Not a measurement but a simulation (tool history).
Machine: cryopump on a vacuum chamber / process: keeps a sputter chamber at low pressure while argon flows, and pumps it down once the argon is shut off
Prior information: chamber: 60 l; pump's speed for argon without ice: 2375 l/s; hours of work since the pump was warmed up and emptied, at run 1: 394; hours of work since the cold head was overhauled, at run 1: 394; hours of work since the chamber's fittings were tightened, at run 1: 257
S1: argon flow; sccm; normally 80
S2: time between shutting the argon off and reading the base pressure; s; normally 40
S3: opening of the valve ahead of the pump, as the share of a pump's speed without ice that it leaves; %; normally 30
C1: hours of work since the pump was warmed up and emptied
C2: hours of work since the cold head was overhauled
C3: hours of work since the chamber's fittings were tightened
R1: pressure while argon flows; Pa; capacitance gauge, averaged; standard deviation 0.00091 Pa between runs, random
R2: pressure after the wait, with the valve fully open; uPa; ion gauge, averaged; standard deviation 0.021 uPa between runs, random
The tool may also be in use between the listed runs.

| run | hour | S1 | S2 | S3 | C1 | C2 | C3 | R1 | R2 |
|---|---|---|---|---|---|---|---|---|---|
| 1 | 0 | 80 | 40 | 30 | 394 | 394 | 257 | 0.1963 | 0.79 |
| 2 | 50.5 | 47 | 40 | 30 | 414 | 414 | 278 | 0.1152 | 0.81 |
| 3 | 140.4 | 80 | 40 | 30 | 450 | 450 | 314 | 0.1967 | 0.87 |
| 4 | 254.5 | 80 | 40 | 30 | 497 | 497 | 360 | 0.1982 | 0.93 |
| 5 | 328.3 | 80 | 40 | 30 | 527 | 527 | 390 | 0.1987 | 0.91 |
| 6 | 436.6 | 80 | 40 | 30 | 570 | 570 | 434 | 0.1978 | 1.02 |
| 7 | 514.8 | 80 | 40 | 30 | 602 | 602 | 466 | 0.1994 | 1.04 |
| 8 | 630.4 | 80 | 40 | 30 | 649 | 649 | 512 | 0.201 | 1.14 |
| 9 | 708.2 | 80 | 40 | 30 | 680 | 680 | 544 | 0.2004 | 1.11 |
| 10 | 814.9 | 80 | 40 | 30 | 724 | 724 | 587 | 0.2003 | 1.11 |
| 11 | 872.5 | 80 | 40 | 30 | 747 | 747 | 610 | 0.2001 | 1.19 |
| 12 | 974.9 | 80 | 40 | 30 | 788 | 788 | 652 | 0.2023 | 1.31 |
| 13 | 1069.4 | 80 | 40 | 30 | 827 | 827 | 690 | 0.2037 | 1.31 |
| 14 | 1168.1 | 80 | 40 | 30 | 867 | 867 | 730 | 0.2039 | 1.41 |
| 15 | 1262.5 | 80 | 40 | 30 | 905 | 905 | 768 | 0.2046 | 1.46 |
| 16 | 1378.4 | 80 | 40 | 30 | 952 | 952 | 815 | 0.2055 | 1.53 |
| 17 | 1453.6 | 80 | 40 | 30 | 982 | 982 | 846 | 0.2069 | 1.61 |
| 18 | 1508.3 | 115 | 40 | 30 | 1004 | 1004 | 868 | 0.2968 | 1.57 |
|  | 1536.3 | pump warmed up, emptied and cooled again |
| 19 | 1593.3 | 89 | 38 | 30 | 23 | 1037 | 900 | 0.2132 | 1.43 |
| 20 | 1706.6 | 89 | 38 | 30 | 69 | 1083 | 946 | 0.213 | 1.45 |
| 21 | 1814.3 | 89 | 38 | 30 | 113 | 1126 | 990 | 0.2125 | 1.52 |
| 22 | 1910.8 | 132 | 38 | 17 | 152 | 1165 | 1029 | 0.5609 | 1.58 |
| 23 | 1994.5 | 145 | 20 | 30 | 186 | 1199 | 1063 | 0.3509 | 1.97 |
| 24 | 2107.1 | 42 | 226 | 30 | 231 | 1245 | 1108 | 0.1016 | 1.39 |
| 25 | 2185.9 | 128 | 226 | 37 | 263 | 1277 | 1140 | 0.2539 | 1.41 |
| 26 | 2296.7 | 53 | 54 | 19 | 308 | 1321 | 1185 | 0.2022 | 1.68 |
| 27 | 2366.2 | 115 | 54 | 47 | 336 | 1350 | 1213 | 0.1837 | 1.71 |
| 28 | 2448.7 | 126 | 41 | 47 | 369 | 1383 | 1246 | 0.1998 | 1.85 |
| 29 | 2510.7 | 126 | 41 | 47 | 394 | 1408 | 1272 | 0.201 | 1.89 |
| 30 | 2595.9 | 126 | 41 | 47 | 429 | 1443 | 1306 | 0.2002 | 1.92 |
| 31 | 2710.2 | 39 | 40 | 32 | 475 | 1489 | 1352 | 0.0913 | 2.04 |
| 32 | 2767.8 | 80 | 100 | 39 | 499 | 1512 | 1376 | 0.1547 | 1.85 |
| 33 | 2817.6 | 61 | 26 | 52 | 519 | 1532 | 1396 | 0.0909 | 2.28 |
| 34 | 2881.7 | 144 | 40 | 17 | 545 | 1558 | 1422 | 0.6221 | 2.11 |
| 35 | 2974.7 | 43 | 40 | 30 | 582 | 1596 | 1459 | 0.107 | 2.19 |

Below are 3 alternative next runs, each starting from the tool's condition after run 35. Predict each:
| A | 3080.1 | 155 | 62 | 58 | 625 | 1639 | 1502 | ? | ? |
| B | 3080.1 | 43 | 147 | 57 | 625 | 1639 | 1502 | ? | ? |
| C | 3080.1 | 73 | 26 | 17 | 625 | 1639 | 1502 | ? | ? |

| run | R1 | R2 |
|---|---|---|
| A | 0.2102 | 2.16 |
| B | 0.0602 | 2.01 |
| C | 0.3165 | 2.46 |
Take away the tool's hidden state, keep each run's random variation, and the runs would have read:
| run | R1 | R2 |
|---|---|---|
| A | 0.1897 | 0.36 |
| B | 0.0545 | 0.22 |
| C | 0.3068 | 0.7 |
